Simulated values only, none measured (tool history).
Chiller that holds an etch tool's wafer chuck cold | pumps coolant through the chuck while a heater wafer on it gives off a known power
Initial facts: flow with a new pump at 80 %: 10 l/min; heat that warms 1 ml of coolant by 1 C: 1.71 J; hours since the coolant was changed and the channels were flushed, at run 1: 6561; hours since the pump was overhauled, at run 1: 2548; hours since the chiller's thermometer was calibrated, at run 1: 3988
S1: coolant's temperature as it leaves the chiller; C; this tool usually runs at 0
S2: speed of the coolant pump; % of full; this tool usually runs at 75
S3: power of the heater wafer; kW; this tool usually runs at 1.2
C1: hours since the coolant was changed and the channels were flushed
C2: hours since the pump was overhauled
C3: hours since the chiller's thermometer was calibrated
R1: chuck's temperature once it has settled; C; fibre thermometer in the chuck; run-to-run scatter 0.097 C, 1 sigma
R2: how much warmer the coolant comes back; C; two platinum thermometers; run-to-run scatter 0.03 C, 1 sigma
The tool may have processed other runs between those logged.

run 1 hour=0 | S1=0 S2=75 S3=1.2 | C1=6561 C2=2548 C3=3988 | R1=9.87 R2=4.58
run 2 hour=114.6 | S1=0 S2=75 S3=1.2 | C1=6675 C2=2663 C3=4102 | R1=9.77 R2=4.59
run 3 hour=245.9 | S1=0 S2=75 S3=1.2 | C1=6807 C2=2794 C3=4234 | R1=9.95 R2=4.59
run 4 hour=352.9 | S1=0 S2=71 S3=1.2 | C1=6914 C2=2901 C3=4341 | R1=10.16 R2=4.86
run 5 hour=472.6 | S1=0 S2=75 S3=1.2 | C1=7033 C2=3021 C3=4460 | R1=9.68 R2=4.55
run 6 hour=591.1 | S1=0 S2=75 S3=1.2 | C1=7152 C2=3139 C3=4579 | R1=9.95 R2=4.58
run 7 hour=678.8 | S1=0 S2=75 S3=1.2 | C1=7240 C2=3227 C3=4667 | R1=9.87 R2=4.63
run 8 hour=793.8 | S1=0 S2=75 S3=1.2 | C1=7354 C2=3342 C3=4782 | R1=9.81 R2=4.62
run 9 hour=861.5 | S1=0 S2=75 S3=1.2 | C1=7422 C2=3410 C3=4849 | R1=9.98 R2=4.65
run 10 hour=971.1 | S1=6 S2=75 S3=1.2 | C1=7532 C2=3520 C3=4959 | R1=15.89 R2=4.65
run 11 hour=1069.9 | S1=6 S2=70 S3=1.2 | C1=7631 C2=3618 C3=5058 | R1=16.57 R2=5.03
run 12 hour=1139.1 | S1=6 S2=70 S3=1.2 | C1=7700 C2=3687 C3=5127 | R1=16.43 R2=5.04
run 13 hour=1258.6 | S1=0 S2=75 S3=1.2 | C1=7819 C2=3807 C3=5246 | R1=10.15 R2=4.72
run 14 hour=1350.4 | S1=0 S2=75 S3=1.2 | C1=7911 C2=3899 C3=5338 | R1=10.12 R2=4.61
-- hour=1365.1 chiller's thermometer calibrated
run 15 hour=1454.9 | S1=0 S2=75 S3=1.2 | C1=8015 C2=4002 C3=90 | R1=10.14 R2=4.58
run 16 hour=1546.4 | S1=0 S2=75 S3=1.2 | C1=8106 C2=4094 C3=181 | R1=10.29 R2=4.7
run 17 hour=1689 | S1=0 S2=75 S3=1.2 | C1=8249 C2=4236 C3=324 | R1=10.18 R2=4.64
run 18 hour=1833.8 | S1=0 S2=75 S3=1.2 | C1=8393 C2=4381 C3=469 | R1=10.39 R2=4.7
run 19 hour=1940.6 | S1=0 S2=75 S3=1.773 | C1=8500 C2=4488 C3=575 | R1=15.1 R2=6.9
-- hour=1992.9 chiller's thermometer calibrated, once more
run 20 hour=2059.4 | S1=6 S2=87 S3=1.113 | C1=8618 C2=4606 C3=66 | R1=14.42 R2=3.76
run 21 hour=2179.7 | S1=1 S2=92 S3=1.2 | C1=8738 C2=4726 C3=187 | R1=9.6 R2=3.74
run 22 hour=2301.3 | S1=1 S2=92 S3=1.2 | C1=8860 C2=4848 C3=308 | R1=9.86 R2=3.8
-- hour=2376 coolant changed, channels flushed
run 23 hour=2377.5 | S1=-6 S2=74 S3=1.2 | C1=2 C2=4918 C3=379 | R1=2.91 R2=4.75
run 24 hour=2441.6 | S1=-6 S2=74 S3=1.2 | C1=66 C2=4982 C3=443 | R1=3 R2=4.79
run 25 hour=2545.8 | S1=2 S2=99 S3=0.644 | C1=170 C2=5086 C3=547 | R1=5.97 R2=1.84
run 26 hour=2679.5 | S1=4 S2=82 S3=0.786 | C1=303 C2=5220 C3=681 | R1=9.6 R2=2.79
run 27 hour=2798 | S1=4 S2=82 S3=0.786 | C1=422 C2=5338 C3=799 | R1=9.5 R2=2.83
run 28 hour=2934.8 | S1=0 S2=75 S3=1.435 | C1=559 C2=5475 C3=936 | R1=10.81 R2=5.64
run 29 hour=3037.3 | S1=7 S2=78 S3=1.546 | C1=661 C2=5578 C3=1038 | R1=18.35 R2=5.84
run 30 hour=3144.8 | S1=7 S2=78 S3=1.546 | C1=769 C2=5685 C3=1146 | R1=18.37 R2=5.76
run 31 hour=3293.2 | S1=-1 S2=63 S3=0.977 | C1=917 C2=5834 C3=1294 | R1=7.38 R2=4.63
run 32 hour=3381.6 | S1=-3 S2=86 S3=1.567 | C1=1006 C2=5922 C3=1383 | R1=7.78 R2=5.31

The logged runs with the hidden state left out (each run's random variation unchanged):
The tool's hidden condition here consists of: heat passed by the chuck's channels, % of clean ones'; flow at a given pump speed, % of a new pump's; coolant's true temperature over the reading, C; drift of the gauge itself on chuck_c, C; drift of the gauge itself on warmer_back_c, C.
run=1 R1=8.72 R2=4.5
run=2 R1=8.58 R2=4.5
run=3 R1=8.73 R2=4.49
run=4 R1=8.88 R2=4.76
run=5 R1=8.39 R2=4.45
run=6 R1=8.63 R2=4.48
run=7 R1=8.53 R2=4.52
run=8 R1=8.43 R2=4.5
run=9 R1=8.59 R2=4.53
run=10 R1=14.47 R2=4.52
run=11 R1=15.09 R2=4.89
run=12 R1=14.92 R2=4.9
run=13 R1=8.65 R2=4.58
run=14 R1=8.6 R2=4.47
run=15 R1=8.51 R2=4.44
run=16 R1=8.64 R2=4.55
run=17 R1=8.49 R2=4.49
run=18 R1=8.65 R2=4.54
run=19 R1=12.75 R2=6.67
run=20 R1=13.32 R2=3.64
run=21 R1=8.42 R2=3.61
run=22 R1=8.64 R2=3.66
run=23 R1=2.61 R2=4.58
run=24 R1=2.69 R2=4.62
run=25 R1=5.78 R2=1.77
run=26 R1=9.33 R2=2.68
run=27 R1=9.22 R2=2.72
run=28 R1=10.31 R2=5.41
run=29 R1=17.8 R2=5.59
run=30 R1=17.8 R2=5.51
run=31 R1=6.88 R2=4.43
run=32 R1=7.16 R2=5.07
